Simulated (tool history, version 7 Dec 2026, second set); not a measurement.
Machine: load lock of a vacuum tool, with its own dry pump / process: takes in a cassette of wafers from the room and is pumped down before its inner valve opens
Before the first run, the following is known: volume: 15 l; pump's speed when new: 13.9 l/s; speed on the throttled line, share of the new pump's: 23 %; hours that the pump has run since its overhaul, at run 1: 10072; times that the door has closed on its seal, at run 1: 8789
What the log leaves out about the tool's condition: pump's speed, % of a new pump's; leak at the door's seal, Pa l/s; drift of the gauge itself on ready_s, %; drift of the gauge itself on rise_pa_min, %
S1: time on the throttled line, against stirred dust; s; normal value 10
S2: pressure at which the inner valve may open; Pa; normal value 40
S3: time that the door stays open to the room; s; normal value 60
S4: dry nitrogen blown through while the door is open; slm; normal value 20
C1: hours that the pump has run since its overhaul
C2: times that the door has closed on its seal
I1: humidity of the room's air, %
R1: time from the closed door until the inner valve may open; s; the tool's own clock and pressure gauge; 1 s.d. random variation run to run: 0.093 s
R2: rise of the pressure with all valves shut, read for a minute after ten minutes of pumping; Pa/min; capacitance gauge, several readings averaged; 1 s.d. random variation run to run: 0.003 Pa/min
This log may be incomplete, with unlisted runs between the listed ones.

run 1 hour=0.0 | S1=10 S2=40 S3=60 S4=20 | C1=10072 C2=8789 | I1=46.9 | R1=16.12 R2=0.033
run 2 hour=73.4 | S1=10 S2=40 S3=60 S4=20 | C1=10145 C2=8999 | I1=45.3 | R1=16.16 R2=0.038
run 3 hour=151.7 | S1=10 S2=40 S3=40 S4=20 | C1=10224 C2=9222 | I1=43.0 | R1=16.13 R2=0.028
run 4 hour=224.5 | S1=10 S2=40 S3=40 S4=20 | C1=10296 C2=9431 | I1=43.5 | R1=16.07 R2=0.028
run 5 hour=282.6 | S1=10 S2=40 S3=40 S4=20 | C1=10354 C2=9597 | I1=46.3 | R1=16.24 R2=0.031
run 6 hour=357.9 | S1=10 S2=40 S3=40 S4=20 | C1=10430 C2=9812 | I1=48.6 | R1=16.08 R2=0.029
run 7 hour=448.4 | S1=10 S2=40 S3=40 S4=20 | C1=10520 C2=10071 | I1=42.9 | R1=16.05 R2=0.028
run 8 hour=532.7 | S1=10 S2=40 S3=40 S4=20 | C1=10605 C2=10312 | I1=45.6 | R1=16.21 R2=0.029
run 9 hour=611.4 | S1=10 S2=40 S3=40 S4=20 | C1=10683 C2=10537 | I1=46.1 | R1=16.15 R2=0.027
run 10 hour=688.7 | S1=10 S2=40 S3=40 S4=20 | C1=10761 C2=10758 | I1=50.6 | R1=16.11 R2=0.035
run 11 hour=754.3 | S1=10 S2=40 S3=60 S4=28 | C1=10826 C2=10945 | I1=46.8 | R1=16.23 R2=0.027
run 12 hour=803.9 | S1=10 S2=40 S3=60 S4=28 | C1=10876 C2=11087 | I1=42.7 | R1=16.15 R2=0.027
run 13 hour=884.7 | S1=10 S2=40 S3=60 S4=28 | C1=10957 C2=11318 | I1=47.3 | R1=16.16 R2=0.030
run 14 hour=929.5 | S1=10 S2=40 S3=60 S4=28 | C1=11001 C2=11446 | I1=45.0 | R1=16.22 R2=0.027
run 15 hour=982.2 | S1=10 S2=40 S3=39 S4=28 | C1=11054 C2=11597 | I1=46.5 | R1=16.29 R2=0.020
run 16 hour=1060.3 | S1=10 S2=40 S3=39 S4=28 | C1=11132 C2=11821 | I1=45.1 | R1=16.20 R2=0.020
run 17 hour=1146.8 | S1=10 S2=40 S3=39 S4=28 | C1=11219 C2=12068 | I1=43.6 | R1=16.13 R2=0.023
run 18 hour=1211.8 | S1=10 S2=40 S3=39 S4=28 | C1=11284 C2=12254 | I1=46.2 | R1=16.14 R2=0.023
run 19 hour=1253.6 | S1=10 S2=40 S3=39 S4=28 | C1=11325 C2=12373 | I1=48.2 | R1=16.10 R2=0.020
run 20 hour=1325.1 | S1=18 S2=40 S3=39 S4=17 | C1=11397 C2=12578 | I1=42.6 | R1=22.24 R2=0.026
run 21 hour=1378.9 | S1=10 S2=52 S3=39 S4=11 | C1=11451 C2=12732 | I1=41.8 | R1=15.65 R2=0.037
run 22 hour=1451.1 | S1=12 S2=29 S3=192 S4=35 | C1=11523 C2=12938 | I1=47.1 | R1=18.00 R2=0.038
run 23 hour=1532.8 | S1=8 S2=40 S3=60 S4=40 | C1=11605 C2=13172 | I1=48.5 | R1=14.60 R2=0.029
run 24 hour=1588.2 | S1=8 S2=40 S3=60 S4=40 | C1=11660 C2=13330 | I1=43.7 | R1=14.60 R2=0.020
run 25 hour=1633.4 | S1=13 S2=40 S3=60 S4=23 | C1=11705 C2=13459 | I1=44.1 | R1=18.42 R2=0.029
run 26 hour=1687.8 | S1=10 S2=41 S3=88 S4=20 | C1=11760 C2=13615 | I1=41.4 | R1=16.11 R2=0.032
run 27 hour=1735.3 | S1=10 S2=40 S3=60 S4=40 | C1=11807 C2=13751 | I1=47.4 | R1=16.09 R2=0.018
run 28 hour=1777.6 | S1=7 S2=59 S3=60 S4=7 | C1=11849 C2=13872 | I1=46.1 | R1=13.16 R2=0.055
run 29 hour=1859.6 | S1=7 S2=59 S3=60 S4=7 | C1=11931 C2=14106 | I1=46.3 | R1=13.45 R2=0.051
run 30 hour=1924.3 | S1=14 S2=69 S3=26 S4=23 | C1=11996 C2=14291 | I1=43.9 | R1=18.71 R2=0.016
run 31 hour=2004.5 | S1=6 S2=40 S3=60 S4=20 | C1=12076 C2=14520 | I1=48.4 | R1=12.90 R2=0.033
run 32 hour=2080.1 | S1=6 S2=40 S3=60 S4=20 | C1=12152 C2=14737 | I1=45.2 | R1=13.09 R2=0.033
run 33 hour=2123.2 | S1=12 S2=56 S3=112 S4=7 | C1=12195 C2=14860 | I1=42.9 | R1=17.31 R2=0.066
run 34 hour=2178.3 | S1=10 S2=40 S3=70 S4=20 | C1=12250 C2=15018 | I1=44.6 | R1=16.00 R2=0.040
run 35 hour=2262.7 | S1=14 S2=80 S3=72 S4=5 | C1=12335 C2=15259 | I1=43.8 | R1=18.45 R2=0.063
run 36 hour=2309.9 | S1=8 S2=40 S3=60 S4=6 | C1=12382 C2=15394 | I1=45.3 | R1=14.62 R2=0.054
run 37 hour=2364.0 | S1=8 S2=40 S3=108 S4=16 | C1=12436 C2=15549 | I1=46.1 | R1=14.57 R2=0.049

What if the next run were any one of these 4? Each begins from the tool's condition after run 37:
run A hour=2432.5 | S1=10 S2=35 S3=28 S4=20 | C1=12504 C2=15744 | I1=41.9 | R1=? R2=?
run B hour=2432.5 | S1=17 S2=40 S3=60 S4=14 | C1=12504 C2=15744 | I1=43.7 | R1=? R2=?
run C hour=2432.5 | S1=18 S2=40 S3=124 S4=37 | C1=12504 C2=15744 | I1=45.3 | R1=? R2=?
run D hour=2432.5 | S1=10 S2=51 S3=60 S4=5 | C1=12504 C2=15744 | I1=45.2 | R1=? R2=?

run=A R1=16.31 R2=0.018
run=B R1=21.53 R2=0.037
run=C R1=22.34 R2=0.030
run=D R1=15.64 R2=0.052
With the hidden condition removed and each run's random variation left untouched, the same runs would have given:
run=A R1=16.31 R2=0.017
run=B R1=21.53 R2=0.037
run=C R1=22.34 R2=0.030
run=D R1=15.64 R2=0.052
